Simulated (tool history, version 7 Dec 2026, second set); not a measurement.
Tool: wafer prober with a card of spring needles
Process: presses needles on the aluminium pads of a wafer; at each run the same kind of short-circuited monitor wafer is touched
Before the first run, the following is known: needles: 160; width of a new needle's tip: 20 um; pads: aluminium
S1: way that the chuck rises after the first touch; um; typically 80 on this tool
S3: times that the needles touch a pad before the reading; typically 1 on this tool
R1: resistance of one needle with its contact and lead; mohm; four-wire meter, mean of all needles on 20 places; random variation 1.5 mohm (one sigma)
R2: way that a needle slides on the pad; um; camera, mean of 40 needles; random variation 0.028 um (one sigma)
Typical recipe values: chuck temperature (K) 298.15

Run 1, hour 0: usual settings. Result: R1 143 mohm, R2 21.53 um.
At hour 11.2: tips cleaned on abrasive film.
Run 2, hour 11.8: usual settings but S1 98 um. Result: R1 140 mohm, R2 26.37 um.
Run 3, hour 20.5: usual settings but chuck temperature (K) 325.15. Result: R1 149 mohm, R2 21.49 um.
At hour 28.7: tips cleaned on abrasive film.
Run 4, hour 34.1: usual settings but chuck temperature (K) 325.15. Result: R1 145 mohm, R2 21.51 um.
Run 5, hour 43.9: usual settings but S1 82 um. Result: R1 142 mohm, R2 22.09 um.
At hour 45.9: tips cleaned on abrasive film.
Run 6, hour 58.1: usual settings but S1 82 um. Result: R1 144 mohm, R2 22.02 um.
At hour 63.3: tips cleaned on abrasive film.
Run 7, hour 65.5: usual settings but S1 82 um. Result: R1 145 mohm, R2 22.07 um.
Run 8, hour 73.5: usual settings but S1 82 um. Result: R1 141 mohm, R2 21.96 um.
At hour 81: tips cleaned on abrasive film.
Run 9, hour 85.6: usual settings. Result: R1 141 mohm, R2 21.45 um.
Run 10, hour 93.2: usual settings. Result: R1 145 mohm, R2 21.35 um.
At hour 99.5: tips cleaned on abrasive film.
Run 11, hour 102.1: usual settings but chuck temperature (K) 341.15. Result: R1 149 mohm, R2 21.41 um.
Run 12, hour 116.4: usual settings but chuck temperature (K) 341.15. Result: R1 150 mohm, R2 21.46 um.
At hour 117.8: tips cleaned on abrasive film.
Run 13, hour 123.6: usual settings but chuck temperature (K) 341.15. Result: R1 147 mohm, R2 21.41 um.
At hour 135.2: tips cleaned on abrasive film.
Run 14, hour 135.2: usual settings but chuck temperature (K) 341.15. Result: R1 150 mohm, R2 21.4 um.
Run 15, hour 145.6: usual settings but chuck temperature (K) 341.15. Result: R1 152 mohm, R2 21.39 um.
At hour 153: tips cleaned on abrasive film.
Run 16, hour 159.8: usual settings but chuck temperature (K) 341.15. Result: R1 152 mohm, R2 21.39 um.
Run 17, hour 166.5: usual settings but chuck temperature (K) 328.15. Result: R1 149 mohm, R2 21.36 um.
At hour 170.7: tips cleaned on abrasive film.
Run 18, hour 177.5: usual settings but S1 99 um, chuck temperature (K) 334.15, S3 2. Result: R1 145 mohm, R2 26.39 um.
Run 19, hour 183.9: usual settings but S1 99 um, chuck temperature (K) 334.15, S3 2. Result: R1 148 mohm, R2 26.39 um.
At hour 188.4: tips cleaned on abrasive film.
Run 20, hour 192.1: usual settings but S1 91 um, chuck temperature (K) 381.15. Result: R1 154 mohm, R2 24.24 um.
Run 21, hour 199.8: usual settings but S1 77 um, chuck temperature (K) 311.15. Result: R1 148 mohm, R2 20.51 um.
At hour 205.9: tips cleaned on abrasive film.
Run 22, hour 209.2: usual settings but S1 77 um, chuck temperature (K) 311.15. Result: R1 145 mohm, R2 20.48 um.
Run 23, hour 217.1: usual settings but S1 77 um, chuck temperature (K) 311.15. Result: R1 145 mohm, R2 20.48 um.
At hour 223.6: tips cleaned on abrasive film.
Run 24, hour 226.3: usual settings but S1 77 um, chuck temperature (K) 315.15. Result: R1 148 mohm, R2 20.48 um.
Run 25, hour 236.8: usual settings but S1 77 um, chuck temperature (K) 311.15. Result: R1 149 mohm, R2 20.49 um.
At hour 241.1: tips cleaned on abrasive film.
Run 26, hour 245.2: usual settings but S1 79 um, chuck temperature (K) 323.15. Result: R1 146 mohm, R2 20.99 um.
At hour 258.6: tips cleaned on abrasive film.
Run 27, hour 258.6: usual settings but chuck temperature (K) 326.15. Result: R1 148 mohm, R2 21.29 um.
At hour 261.1: gauge calibrated.
Run 28, hour 266.1: usual settings but chuck temperature (K) 326.15, S3 2. Result: R1 149 mohm, R2 21.53 um.
At hour 276.6: tips cleaned on abrasive film.
Run 29, hour 279.7: usual settings but S1 83 um, chuck temperature (K) 359.15, S3 2. Result: R1 155 mohm, R2 22.35 um.
Run 30, hour 289.9: usual settings but S1 83 um, chuck temperature (K) 346.15. Result: R1 152 mohm, R2 22.34 um.
At hour 293.9: tips cleaned on abrasive film.
Run 31, hour 304: usual settings but chuck temperature (K) 323.15, S3 2. Result: R1 146 mohm, R2 21.44 um.
At hour 311.4: tips cleaned on abrasive film.
Run 32, hour 312.9: usual settings but S3 2. Result: R1 140 mohm, R2 21.49 um.
Run 33, hour 326: usual settings but S1 61 um, S3 2. Result: R1 146 mohm, R2 16.35 um.
At hour 329.3: tips cleaned on abrasive film.
Run 34, hour 336.2: usual settings but S1 77 um, chuck temperature (K) 348.15, S3 3. Result: R1 150 mohm, R2 20.6 um.

Hidden state or all else? Some run-to-run changes of R2, split into what the settings, what came in and random variation would give without the hidden state, and what is left for the hidden state (with any gauge scatter that isn't in both results):
Hidden conditions of the tool in this case: debris on the tips, nm; way that the needles fall short of the set height, um; tips' diameter, um; drift of the gauge itself on contact_mohm, %; drift of the gauge itself on scrub_um, %.
Run 1 -> 2: S1 80 -> 98, tips cleaned on abrasive film. R2 +4.84 um: hidden state -0.02, all else +4.86.
Run 2 -> 3: S1 98 -> 80, chuck temperature (K) 298.15 -> 325.15. R2 -4.88 um: hidden state +0, all else -4.88.
Run 17 -> 18: S1 80 -> 99, chuck temperature (K) 328.15 -> 334.15, S3 1 -> 2, tips cleaned on abrasive film. R2 +5.03 um: hidden state -0.06, all else +5.09.
Run 27 -> 28: S3 1 -> 2, gauge calibrated. R2 +0.24 um: hidden state +0.3, all else -0.06.
Run 32 -> 33: S1 80 -> 61. R2 -5.14 um: hidden state +0, all else -5.14.

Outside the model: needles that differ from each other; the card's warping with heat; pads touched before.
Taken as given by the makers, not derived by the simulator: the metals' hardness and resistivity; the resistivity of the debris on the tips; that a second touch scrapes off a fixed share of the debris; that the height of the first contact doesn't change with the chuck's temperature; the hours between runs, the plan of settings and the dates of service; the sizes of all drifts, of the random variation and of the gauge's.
